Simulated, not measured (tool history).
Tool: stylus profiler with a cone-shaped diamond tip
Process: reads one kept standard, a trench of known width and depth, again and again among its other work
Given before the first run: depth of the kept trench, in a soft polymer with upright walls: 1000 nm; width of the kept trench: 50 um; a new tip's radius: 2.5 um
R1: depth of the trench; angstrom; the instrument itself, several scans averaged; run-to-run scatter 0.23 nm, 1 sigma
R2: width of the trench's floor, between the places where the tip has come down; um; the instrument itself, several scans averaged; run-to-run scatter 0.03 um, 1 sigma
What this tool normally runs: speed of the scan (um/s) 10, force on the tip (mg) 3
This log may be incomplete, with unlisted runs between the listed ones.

Run 1, hour 0: usual settings. Result: R1 10110.2 angstrom, R2 45.91 um.
Run 2, hour 23.8: usual settings. Result: R1 10104.6 angstrom, R2 45.94 um.
Run 3, hour 46.5: usual settings. Result: R1 10108 angstrom, R2 45.96 um.
Run 4, hour 78.7: usual settings. Result: R1 10105.5 angstrom, R2 45.91 um.
Run 5, hour 112.2: usual settings but speed of the scan (um/s) 12. Result: R1 10112.7 angstrom, R2 45.97 um.
Run 6, hour 131.5: usual settings but speed of the scan (um/s) 12. Result: R1 10110.3 angstrom, R2 45.91 um.
Run 7, hour 155.6: usual settings but speed of the scan (um/s) 4. Result: R1 10110.1 angstrom, R2 45.93 um.
Run 8, hour 188.6: usual settings but speed of the scan (um/s) 4. Result: R1 10107.6 angstrom, R2 45.96 um.
Run 9, hour 209: usual settings but speed of the scan (um/s) 32. Result: R1 10111.2 angstrom, R2 45.79 um.
Run 10, hour 234.7: usual settings but speed of the scan (um/s) 8. Result: R1 10113.5 angstrom, R2 45.98 um.
Run 11, hour 253.2: usual settings but speed of the scan (um/s) 8. Result: R1 10111.1 angstrom, R2 45.95 um.
Run 12, hour 280.2: usual settings but speed of the scan (um/s) 8. Result: R1 10106.3 angstrom, R2 45.93 um.
Run 13, hour 303.8: usual settings but speed of the scan (um/s) 8. Result: R1 10113.8 angstrom, R2 45.94 um.
Run 14, hour 329.3: usual settings but force on the tip (mg) 2.62. Result: R1 10099.2 angstrom, R2 45.9 um.
Run 15, hour 344.3: usual settings but speed of the scan (um/s) 28, force on the tip (mg) 2.62. Result: R1 10099.5 angstrom, R2 45.8 um.
Run 16, hour 367.4: usual settings but speed of the scan (um/s) 3, force on the tip (mg) 1.68. Result: R1 10074.2 angstrom, R2 45.94 um.
Run 17, hour 386.8: usual settings but speed of the scan (um/s) 2, force on the tip (mg) 1.93. Result: R1 10078.8 angstrom, R2 45.96 um.
Run 18, hour 401.1: usual settings but speed of the scan (um/s) 4, force on the tip (mg) 8.46. Result: R1 10220.5 angstrom, R2 45.94 um.
Run 19, hour 415.3: usual settings but speed of the scan (um/s) 12, force on the tip (mg) 3.14. Result: R1 10114.7 angstrom, R2 45.91 um.
Run 20, hour 447.4: usual settings but speed of the scan (um/s) 29. Result: R1 10111 angstrom, R2 45.81 um.
Run 21, hour 468.7: usual settings but speed of the scan (um/s) 25, force on the tip (mg) 4.43. Result: R1 10141 angstrom, R2 45.86 um.
Run 22, hour 495.3: usual settings but speed of the scan (um/s) 2, force on the tip (mg) 3.75. Result: R1 10124.9 angstrom, R2 45.95 um.
Run 23, hour 526.3: usual settings but speed of the scan (um/s) 2, force on the tip (mg) 4.13. Result: R1 10136.5 angstrom, R2 46 um.
Run 24, hour 555.6: usual settings but speed of the scan (um/s) 2, force on the tip (mg) 4.13. Result: R1 10133.6 angstrom, R2 45.91 um.
Run 25, hour 577.5: usual settings but speed of the scan (um/s) 38, force on the tip (mg) 2.09. Result: R1 10084.9 angstrom, R2 45.7 um.
Run 26, hour 595.4: usual settings but speed of the scan (um/s) 4, force on the tip (mg) 4.34. Result: R1 10143.7 angstrom, R2 45.92 um.
Run 27, hour 614.1: usual settings but speed of the scan (um/s) 4, force on the tip (mg) 4.34. Result: R1 10138.4 angstrom, R2 45.98 um.
Run 28, hour 632.5: usual settings but speed of the scan (um/s) 4, force on the tip (mg) 4.34. Result: R1 10137.5 angstrom, R2 45.9 um.
Run 29, hour 656.3: usual settings but speed of the scan (um/s) 20, force on the tip (mg) 2.69. Result: R1 10102 angstrom, R2 45.9 um.

Predict each of these 3 candidate next runs independently; none follows another, all start after run 29:
At hour 683.1: new tip fitted, height scale calibrated.
Run A, hour 689.4: usual settings but speed of the scan (um/s) 3. Result: R1 ?, R2 ?.
At hour 683.1: new tip fitted, height scale calibrated.
Run B, hour 689.4: usual settings but speed of the scan (um/s) 3, force on the tip (mg) 2.76. Result: R1 ?, R2 ?.
At hour 683.1: new tip fitted, height scale calibrated.
Run C, hour 689.4: usual settings but speed of the scan (um/s) 20, force on the tip (mg) 5.74. Result: R1 ?, R2 ?.

run       R1     R2
  A  10111.5  46.04
  B  10098.7     46
  C  10171.7  45.92
With no hidden state in the tool, these same runs would have given:
run       R1     R2
  A  10111.5  46.04
  B  10098.7     46
  C  10171.7  45.92

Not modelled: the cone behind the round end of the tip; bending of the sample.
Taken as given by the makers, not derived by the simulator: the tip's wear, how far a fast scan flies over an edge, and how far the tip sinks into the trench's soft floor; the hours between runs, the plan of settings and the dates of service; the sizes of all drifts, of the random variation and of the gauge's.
